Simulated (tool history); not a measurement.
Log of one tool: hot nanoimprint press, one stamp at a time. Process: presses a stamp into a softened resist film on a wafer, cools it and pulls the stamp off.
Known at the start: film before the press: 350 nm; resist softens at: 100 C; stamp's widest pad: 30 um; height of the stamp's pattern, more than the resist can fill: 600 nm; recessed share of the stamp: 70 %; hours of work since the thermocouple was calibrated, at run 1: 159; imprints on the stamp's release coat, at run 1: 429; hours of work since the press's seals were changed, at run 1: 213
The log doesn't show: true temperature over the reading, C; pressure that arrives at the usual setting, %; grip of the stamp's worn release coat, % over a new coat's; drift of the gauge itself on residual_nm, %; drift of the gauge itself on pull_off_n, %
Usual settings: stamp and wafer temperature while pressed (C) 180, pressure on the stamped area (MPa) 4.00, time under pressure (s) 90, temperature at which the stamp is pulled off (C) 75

| run | hour | stamp and wafer temperature while pressed (C) | pressure on the stamped area (MPa) | time under pressure (s) | temperature at which the stamp is pulled off (C) | hours of work since the thermocouple was calibrated | imprints on the stamp's release coat | hours of work since the press's seals were changed | resist left under the stamp's widest pad (nm) | greatest force while the stamp is pulled off (N) |
|---|---|---|---|---|---|---|---|---|---|---|
| 1 | 0.0 | 180 | 4.00 | 90 | 75 | 159 | 429 | 213 | 173.1 | 152.6 |
|  | 58.0 | stamp cleaned and given a new release coat |
| 2 | 95.1 | 180 | 4.00 | 90 | 75 | 212 | 120 | 265 | 175.2 | 149.5 |
| 3 | 163.5 | 180 | 4.00 | 90 | 75 | 252 | 341 | 306 | 174.5 | 150.1 |
| 4 | 217.6 | 180 | 4.00 | 90 | 75 | 284 | 516 | 338 | 176.3 | 155.9 |
|  | 251.8 | stamp cleaned and given a new release coat |
|  | 261.8 | plate thermocouple calibrated |
| 5 | 309.3 | 174 | 4.00 | 90 | 75 | 28 | 176 | 386 | 214.4 | 148.1 |
| 6 | 395.8 | 174 | 4.00 | 90 | 75 | 79 | 456 | 437 | 218.7 | 154.0 |
|  | 443.5 | stamp cleaned and given a new release coat |
| 7 | 468.5 | 180 | 4.00 | 90 | 75 | 118 | 81 | 477 | 175.0 | 149.5 |
| 8 | 520.9 | 180 | 4.00 | 90 | 75 | 149 | 251 | 508 | 175.1 | 151.3 |
| 9 | 578.6 | 169 | 4.00 | 90 | 75 | 183 | 437 | 542 | 259.0 | 151.1 |
|  | 638.7 | stamp cleaned and given a new release coat |
| 10 | 645.5 | 169 | 4.00 | 90 | 75 | 219 | 23 | 578 | 258.0 | 148.6 |
| 11 | 686.2 | 192 | 4.00 | 90 | 75 | 243 | 154 | 602 | 110.9 | 151.3 |
| 12 | 751.7 | 192 | 4.00 | 90 | 75 | 282 | 366 | 640 | 112.5 | 153.0 |
|  | 796.7 | plate thermocouple calibrated |
| 13 | 815.1 | 180 | 3.33 | 90 | 75 | 11 | 562 | 676 | 188.0 | 154.4 |
|  | 835.5 | stamp cleaned and given a new release coat |
| 14 | 883.6 | 182 | 3.33 | 165 | 75 | 48 | 156 | 713 | 139.9 | 148.8 |
| 15 | 965.3 | 171 | 3.33 | 165 | 75 | 96 | 420 | 761 | 214.1 | 152.6 |
|  | 1024.4 | stamp cleaned and given a new release coat |
| 16 | 1029.6 | 190 | 3.52 | 165 | 75 | 130 | 17 | 796 | 98.2 | 148.8 |
| 17 | 1081.8 | 171 | 3.52 | 165 | 64 | 161 | 186 | 826 | 211.0 | 190.4 |
| 18 | 1156.8 | 180 | 4.00 | 63 | 75 | 205 | 428 | 871 | 202.8 | 154.7 |
| 19 | 1198.9 | 185 | 4.00 | 101 | 70 | 230 | 565 | 895 | 141.7 | 174.7 |
|  | 1219.9 | stamp cleaned and given a new release coat |
| 20 | 1253.0 | 185 | 4.00 | 101 | 76 | 259 | 107 | 924 | 141.4 | 145.9 |
| 21 | 1327.8 | 189 | 4.00 | 101 | 76 | 303 | 349 | 968 | 121.8 | 148.8 |
|  | 1336.5 | plate thermocouple calibrated |
|  | 1417.5 | stamp cleaned and given a new release coat |
| 22 | 1420.2 | 189 | 4.46 | 101 | 76 | 46 | 9 | 1017 | 114.3 | 144.0 |
| 23 | 1477.4 | 184 | 5.37 | 48 | 81 | 80 | 194 | 1051 | 172.5 | 130.1 |
| 24 | 1521.2 | 179 | 5.37 | 48 | 71 | 105 | 336 | 1077 | 206.6 | 166.2 |
|  | 1536.3 | press's hydraulic seals changed and the load cell set to zero |
| 25 | 1606.6 | 179 | 5.37 | 48 | 71 | 151 | 586 | 41 | 195.1 | 171.4 |

Measured less the same run without the tool's hidden state. The same run-to-run variation is in both; the gauge's scatter may not be:
| run | resist left under the stamp's widest pad (nm) | greatest force while the stamp is pulled off (N) |
|---|---|---|
| 1 | +3.8 | +7.1 |
| 2 | +4.9 | +3.3 |
| 3 | +5.8 | +6.5 |
| 4 | +6.5 | +9.3 |
| 5 | +3.9 | +2.9 |
| 6 | +5.2 | +7.2 |
| 7 | +5.6 | +2.4 |
| 8 | +6.3 | +5.0 |
| 9 | +7.1 | +7.6 |
| 10 | +7.9 | +2.3 |
| 11 | +5.7 | +4.4 |
| 12 | +6.3 | +7.5 |
| 13 | +4.0 | +7.7 |
| 14 | +4.1 | +2.5 |
| 15 | +5.9 | +6.4 |
| 16 | +4.2 | +1.3 |
| 17 | +7.6 | +4.4 |
| 18 | +9.1 | +7.4 |
| 19 | +8.0 | +10.5 |
| 20 | +8.4 | +3.4 |
| 21 | +8.2 | +6.9 |
| 22 | +6.6 | +0.8 |
| 23 | +11.1 | +3.3 |
| 24 | +12.4 | +6.2 |
| 25 | +3.2 | +10.4 |
